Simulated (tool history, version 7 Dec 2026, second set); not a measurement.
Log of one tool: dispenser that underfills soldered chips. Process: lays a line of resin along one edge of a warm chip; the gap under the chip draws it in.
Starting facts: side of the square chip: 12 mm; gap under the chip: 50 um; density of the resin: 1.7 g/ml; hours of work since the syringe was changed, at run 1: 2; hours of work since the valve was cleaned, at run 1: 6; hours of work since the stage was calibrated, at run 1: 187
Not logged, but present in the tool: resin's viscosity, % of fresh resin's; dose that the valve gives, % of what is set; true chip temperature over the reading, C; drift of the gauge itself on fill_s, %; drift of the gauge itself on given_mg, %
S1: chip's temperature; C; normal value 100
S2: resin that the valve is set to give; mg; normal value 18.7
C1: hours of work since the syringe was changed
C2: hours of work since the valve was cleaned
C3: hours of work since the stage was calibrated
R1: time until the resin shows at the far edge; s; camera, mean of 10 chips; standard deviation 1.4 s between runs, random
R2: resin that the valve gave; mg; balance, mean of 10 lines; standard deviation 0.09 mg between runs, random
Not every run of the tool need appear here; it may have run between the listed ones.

{"run": 1, "day": 0.0, "S1": 100, "S2": 18.7, "C1": 2, "C2": 6, "C3": 187, "R1": 162.4, "R2": 18.71}
{"run": 2, "day": 0.238, "S1": 100, "S2": 18.7, "C1": 6, "C2": 9, "C3": 190, "R1": 208.6, "R2": 18.59}
{"day": 0.338, "done": "new syringe of resin"}
{"run": 3, "day": 0.508, "S1": 100, "S2": 18.7, "C1": 2, "C2": 13, "C3": 194, "R1": 161.0, "R2": 18.57}
{"run": 4, "day": 0.792, "S1": 100, "S2": 18.7, "C1": 7, "C2": 17, "C3": 198, "R1": 211.1, "R2": 18.45}
{"day": 0.838, "done": "new syringe of resin"}
{"run": 5, "day": 1.042, "S1": 100, "S2": 18.7, "C1": 3, "C2": 20, "C3": 202, "R1": 171.3, "R2": 18.47}
{"day": 1.308, "done": "new syringe of resin"}
{"run": 6, "day": 1.479, "S1": 100, "S2": 21.5, "C1": 2, "C2": 26, "C3": 208, "R1": 157.9, "R2": 21.13}
{"day": 1.8, "done": "new syringe of resin"}
{"run": 7, "day": 1.875, "S1": 100, "S2": 16.3, "C1": 1, "C2": 32, "C3": 213, "R1": 157.7, "R2": 15.87}
{"run": 8, "day": 2.112, "S1": 111, "S2": 18.7, "C1": 5, "C2": 35, "C3": 217, "R1": 139.5, "R2": 18.33}
{"day": 2.296, "done": "new syringe of resin"}
{"run": 9, "day": 2.471, "S1": 100, "S2": 20.3, "C1": 3, "C2": 41, "C3": 222, "R1": 165.8, "R2": 19.57}
{"day": 2.779, "done": "new syringe of resin"}
{"run": 10, "day": 2.779, "S1": 100, "S2": 20.3, "C1": 0, "C2": 45, "C3": 226, "R1": 141.2, "R2": 19.76}
{"run": 11, "day": 3.15, "S1": 100, "S2": 20.3, "C1": 5, "C2": 50, "C3": 232, "R1": 203.1, "R2": 19.53}
{"day": 3.275, "done": "new syringe of resin"}
{"run": 12, "day": 3.371, "S1": 98, "S2": 20.3, "C1": 1, "C2": 53, "C3": 235, "R1": 161.4, "R2": 19.2}
{"run": 13, "day": 3.642, "S1": 100, "S2": 18.7, "C1": 5, "C2": 57, "C3": 239, "R1": 203.2, "R2": 17.73}
{"day": 3.758, "done": "new syringe of resin"}
{"run": 14, "day": 4.083, "S1": 94, "S2": 19.6, "C1": 5, "C2": 63, "C3": 245, "R1": 223.8, "R2": 18.58}
{"day": 4.238, "done": "new syringe of resin"}
{"run": 15, "day": 4.525, "S1": 102, "S2": 18.7, "C1": 4, "C2": 70, "C3": 251, "R1": 174.7, "R2": 17.55}
{"day": 4.729, "done": "new syringe of resin"}
{"run": 16, "day": 4.958, "S1": 100, "S2": 16.2, "C1": 3, "C2": 76, "C3": 257, "R1": 187.6, "R2": 15.23}
{"day": 5.221, "done": "new syringe of resin"}
{"run": 17, "day": 5.342, "S1": 104, "S2": 16.7, "C1": 2, "C2": 81, "C3": 263, "R1": 147.2, "R2": 15.61}
{"day": 5.7, "done": "new syringe of resin"}
{"run": 18, "day": 5.762, "S1": 113, "S2": 21.3, "C1": 1, "C2": 87, "C3": 268, "R1": 102.0, "R2": 19.51}
{"run": 19, "day": 5.942, "S1": 105, "S2": 20.4, "C1": 4, "C2": 90, "C3": 271, "R1": 151.4, "R2": 18.81}
{"run": 20, "day": 6.146, "S1": 113, "S2": 21.3, "C1": 6, "C2": 93, "C3": 274, "R1": 145.3, "R2": 19.73}
{"day": 6.192, "done": "new syringe of resin"}
{"run": 21, "day": 6.346, "S1": 113, "S2": 21.3, "C1": 2, "C2": 95, "C3": 277, "R1": 111.7, "R2": 19.49}
{"run": 22, "day": 6.588, "S1": 99, "S2": 16.9, "C1": 6, "C2": 99, "C3": 280, "R1": 219.7, "R2": 15.51}
{"day": 6.692, "done": "new syringe of resin"}
{"run": 23, "day": 6.996, "S1": 114, "S2": 20.7, "C1": 4, "C2": 105, "C3": 286, "R1": 125.6, "R2": 18.85}
{"day": 7.167, "done": "new syringe of resin"}
{"run": 24, "day": 7.429, "S1": 114, "S2": 17.6, "C1": 4, "C2": 111, "C3": 292, "R1": 122.1, "R2": 15.91}
{"day": 7.671, "done": "new syringe of resin"}
{"run": 25, "day": 7.792, "S1": 90, "S2": 22.2, "C1": 2, "C2": 116, "C3": 297, "R1": 206.0, "R2": 20.13}
{"day": 8.179, "done": "new syringe of resin"}
{"run": 26, "day": 8.179, "S1": 91, "S2": 22.3, "C1": 0, "C2": 121, "C3": 303, "R1": 179.3, "R2": 20.08}

Below are 4 alternative next runs, each starting from the tool's condition after run 26. Predict each:
{"run": "A", "day": 8.562, "S1": 104, "S2": 20.6, "C1": 6, "C2": 127, "C3": 308, "R1": "?", "R2": "?"}
{"run": "B", "day": 8.562, "S1": 89, "S2": 19.8, "C1": 6, "C2": 127, "C3": 308, "R1": "?", "R2": "?"}
{"run": "C", "day": 8.562, "S1": 113, "S2": 23.2, "C1": 6, "C2": 127, "C3": 308, "R1": "?", "R2": "?"}
{"run": "D", "day": 8.562, "S1": 100, "S2": 24.0, "C1": 6, "C2": 127, "C3": 308, "R1": "?", "R2": "?"}

run=A R1=176.0 R2=18.23
run=B R1=274.9 R2=17.37
run=C R1=132.7 R2=20.54
run=D R1=195.1 R2=21.51
Without the tool's hidden state the same runs would have given:
run=A R1=125.0 R2=20.44
run=B R1=195.0 R2=19.49
run=C R1=94.6 R2=23.03
run=D R1=139.7 R2=24.12
